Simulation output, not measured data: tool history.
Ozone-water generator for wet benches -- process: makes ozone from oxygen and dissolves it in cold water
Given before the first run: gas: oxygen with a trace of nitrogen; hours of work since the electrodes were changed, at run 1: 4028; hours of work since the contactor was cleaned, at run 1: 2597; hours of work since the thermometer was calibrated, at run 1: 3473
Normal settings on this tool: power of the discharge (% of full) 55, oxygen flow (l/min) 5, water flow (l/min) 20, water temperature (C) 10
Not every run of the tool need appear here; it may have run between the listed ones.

run    hour  power of the discharge (% of full)  oxygen flow (l/min)  water flow (l/min)  water temperature (C)  hours of work since the electrodes were changed  hours of work since the contactor was cleaned  hours of work since the thermometer was calibrated  dissolved ozone (ppm)  ozone in the gas ahead of the water (g/m3)
  1       0                                  55                    5                  20                     10                                             4028                                           2597                                                3473                    9.8                                       124.9
  2   100.4                                  55                    5                  20                     10                                             4112                                           2682                                                3558                     10                                       122.6
  3   170.8                                  67                    5                  20                     10                                             4172                                           2741                                                3618                   10.5                                       131.2
  4   241.6                                  67                    5                  20                     10                                             4232                                           2801                                                3677                   10.6                                       132.5
  5   353.3                                  67                    5                  20                     10                                             4326                                           2895                                                3771                   10.2                                       130.1
  6   468.3                                  55                    5                  18                     10                                             4423                                           2992                                                3869                   10.4                                       119.2
  7   555.4                                  55                    5                  18                      6                                             4496                                           3066                                                3942                   10.8                                       120.1
  8   633.5                                  55                    5                  20                     10                                             4562                                           3132                                                4008                    9.4                                       119.4
      706.7  -- contactor cleaned
  9     732                                  55                    5                  20                     10                                             4642                                             21                                                4088                    8.7                                       118.1
 10   830.8                                  55                    5                  20                     10                                             4725                                            105                                                4171                    8.6                                       116.3
      909.6  -- contactor cleaned, once more
 11   924.9                                  55                    5                  20                      9                                             4801                                             13                                                4247                    9.9                                       116.7
 12  1005.1                                  55                    5                  20                     10                                             4869                                             81                                                4315                    9.7                                         116
 13  1078.9                                  55                    5                  20                     10                                             4931                                            143                                                4377                    9.9                                       114.3
 14  1156.8                                  55                 4.44                  20                     10                                             4997                                            209                                                4443                    9.6                                       119.4
     1207.4  -- electrodes of the discharge changed
 15    1223                                  55                    5                  20                     10                                               13                                            259                                                4493                   13.8                                       159.7
 16  1319.8                                  55                    5                  14                     10                                               95                                            341                                                4575                   18.7                                       160.6
 17  1436.4                                  55                    5                  20                     10                                              193                                            439                                                4673                   13.6                                         160
 18    1533                                  57                    5                  20                      7                                              275                                            521                                                4755                   14.2                                       162.5
 19  1657.5                                  47                 4.32                  20                     10                                              380                                            626                                                4860                   11.9                                       156.8
 20  1776.4                                  47                 4.32                  20                     10                                              480                                            726                                                4960                   11.9                                       154.2
 21    1871                                  47                 4.32                  18                     10                                              560                                            806                                                5040                   13.3                                       153.4
 22  1937.9                                  47                 4.32                  18                     10                                              616                                            862                                                5096                     13                                       154.3
 23  2038.1                                  55                    5                  27                     10                                              701                                            947                                                5181                    9.6                                       154.5
 24  2113.7                                  51                    5                  20                     10                                              765                                           1011                                                5245                   12.4                                       148.6
 25    2235                                  87                 3.81                  15                      7                                              867                                           1113                                                5347                   20.4                                       214.8
 26  2285.6                                  87                 3.81                  15                      7                                              910                                           1156                                                5390                   20.4                                       214.4
 27  2352.6                                  87                 3.81                  15                      7                                              966                                           1212                                                5446                   20.1                                       213.2
 28  2425.4                                  87                 4.15                  24                      7                                             1028                                           1274                                                5508                     13                                       203.5
       2489  -- water thermometer calibrated
 29    2489                                  45                    5                  20                      8                                             1081                                           1327                                                   0                   11.6                                       137.5

Expected results for the next run?
 30  2560.6                                  45                    5                  20                      8                                             1141                                           1387                                                  60                      ?                                           ?

{"run 30": {"dissolved ozone (ppm)": 11.6, "ozone in the gas ahead of the water (g/m3)": 135.7}}
Minus the tool's unlogged condition, the same run would have read dissolved ozone (ppm) 13, ozone in the gas ahead of the water (g/m3) 144.8.
